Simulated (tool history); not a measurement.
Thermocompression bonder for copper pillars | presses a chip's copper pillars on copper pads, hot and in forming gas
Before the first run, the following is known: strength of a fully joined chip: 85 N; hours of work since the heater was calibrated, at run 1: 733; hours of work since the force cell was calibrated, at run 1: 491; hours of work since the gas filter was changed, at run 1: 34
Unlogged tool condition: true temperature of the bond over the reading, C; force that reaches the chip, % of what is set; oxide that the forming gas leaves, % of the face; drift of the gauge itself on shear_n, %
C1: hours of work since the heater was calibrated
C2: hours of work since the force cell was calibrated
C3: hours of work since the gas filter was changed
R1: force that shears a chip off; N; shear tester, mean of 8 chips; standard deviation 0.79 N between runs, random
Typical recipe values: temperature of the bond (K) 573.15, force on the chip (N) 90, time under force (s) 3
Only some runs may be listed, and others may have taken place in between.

run 1 hour=0 | temperature_of_the_bond_(K)=573.15 force_on_the_chip_(N)=90 time_under_force_(s)=3 | C1=733 C2=491 C3=34 | R1=61.8
run 2 hour=45.8 | temperature_of_the_bond_(K)=573.15 force_on_the_chip_(N)=90 time_under_force_(s)=3 | C1=764 C2=521 C3=64 | R1=61.6
run 3 hour=88.6 | temperature_of_the_bond_(K)=573.15 force_on_the_chip_(N)=90 time_under_force_(s)=3 | C1=793 C2=550 C3=93 | R1=61.1
run 4 hour=141.4 | temperature_of_the_bond_(K)=573.15 force_on_the_chip_(N)=90 time_under_force_(s)=3 | C1=828 C2=585 C3=128 | R1=61.3
run 5 hour=187.8 | temperature_of_the_bond_(K)=573.15 force_on_the_chip_(N)=90 time_under_force_(s)=3 | C1=859 C2=616 C3=159 | R1=62.9
run 6 hour=240.7 | temperature_of_the_bond_(K)=573.15 force_on_the_chip_(N)=90 time_under_force_(s)=3 | C1=894 C2=652 C3=195 | R1=60.6
run 7 hour=277 | temperature_of_the_bond_(K)=573.15 force_on_the_chip_(N)=90 time_under_force_(s)=3 | C1=918 C2=676 C3=219 | R1=62
run 8 hour=308.2 | temperature_of_the_bond_(K)=573.15 force_on_the_chip_(N)=90 time_under_force_(s)=3 | C1=939 C2=697 C3=240 | R1=60.7
run 9 hour=358.6 | temperature_of_the_bond_(K)=573.15 force_on_the_chip_(N)=90 time_under_force_(s)=7 | C1=973 C2=730 C3=273 | R1=71.6
run 10 hour=385.2 | temperature_of_the_bond_(K)=573.15 force_on_the_chip_(N)=90 time_under_force_(s)=3 | C1=991 C2=748 C3=291 | R1=61.6
run 11 hour=412.1 | temperature_of_the_bond_(K)=573.15 force_on_the_chip_(N)=90 time_under_force_(s)=3 | C1=1009 C2=766 C3=309 | R1=62.3
run 12 hour=457.3 | temperature_of_the_bond_(K)=573.15 force_on_the_chip_(N)=90 time_under_force_(s)=3 | C1=1039 C2=796 C3=339 | R1=60.3
-- hour=488 forming gas filter changed
run 13 hour=497.2 | temperature_of_the_bond_(K)=573.15 force_on_the_chip_(N)=90 time_under_force_(s)=3 | C1=1065 C2=823 C3=6 | R1=61.4
run 14 hour=546.4 | temperature_of_the_bond_(K)=573.15 force_on_the_chip_(N)=90 time_under_force_(s)=3 | C1=1098 C2=855 C3=39 | R1=62.5
run 15 hour=587.6 | temperature_of_the_bond_(K)=596.15 force_on_the_chip_(N)=90 time_under_force_(s)=3 | C1=1126 C2=883 C3=67 | R1=72.1
run 16 hour=612.7 | temperature_of_the_bond_(K)=596.15 force_on_the_chip_(N)=90 time_under_force_(s)=3 | C1=1142 C2=900 C3=83 | R1=72.1
run 17 hour=650.9 | temperature_of_the_bond_(K)=596.15 force_on_the_chip_(N)=90 time_under_force_(s)=3 | C1=1168 C2=925 C3=109 | R1=74.1
run 18 hour=677 | temperature_of_the_bond_(K)=548.15 force_on_the_chip_(N)=90 time_under_force_(s)=3 | C1=1185 C2=943 C3=126 | R1=45.2
run 19 hour=728.3 | temperature_of_the_bond_(K)=548.15 force_on_the_chip_(N)=90 time_under_force_(s)=3 | C1=1220 C2=977 C3=161 | R1=46.5
run 20 hour=751.6 | temperature_of_the_bond_(K)=548.15 force_on_the_chip_(N)=76 time_under_force_(s)=3 | C1=1235 C2=992 C3=176 | R1=38.4
run 21 hour=792.2 | temperature_of_the_bond_(K)=582.15 force_on_the_chip_(N)=98 time_under_force_(s)=4 | C1=1262 C2=1020 C3=203 | R1=72.9
run 22 hour=816.5 | temperature_of_the_bond_(K)=582.15 force_on_the_chip_(N)=98 time_under_force_(s)=3 | C1=1278 C2=1036 C3=219 | R1=68.9
run 23 hour=840.1 | temperature_of_the_bond_(K)=591.15 force_on_the_chip_(N)=98 time_under_force_(s)=3 | C1=1294 C2=1052 C3=235 | R1=73.8
run 24 hour=886.7 | temperature_of_the_bond_(K)=591.15 force_on_the_chip_(N)=98 time_under_force_(s)=3 | C1=1325 C2=1083 C3=266 | R1=72.9
run 25 hour=927.3 | temperature_of_the_bond_(K)=547.15 force_on_the_chip_(N)=56 time_under_force_(s)=5 | C1=1352 C2=1110 C3=293 | R1=32.8
run 26 hour=956.2 | temperature_of_the_bond_(K)=565.15 force_on_the_chip_(N)=86 time_under_force_(s)=4 | C1=1372 C2=1129 C3=313 | R1=57.5

Run 27, settings as shown, results not yet in. Your forecast:
run 27 hour=987.1 | temperature_of_the_bond_(K)=565.15 force_on_the_chip_(N)=86 time_under_force_(s)=4 | C1=1392 C2=1150 C3=333 | R1=?

Run 27 measured R1 58.8 N.
The same run, on a tool lacking any hidden state, would have yielded R1 59.1 N.

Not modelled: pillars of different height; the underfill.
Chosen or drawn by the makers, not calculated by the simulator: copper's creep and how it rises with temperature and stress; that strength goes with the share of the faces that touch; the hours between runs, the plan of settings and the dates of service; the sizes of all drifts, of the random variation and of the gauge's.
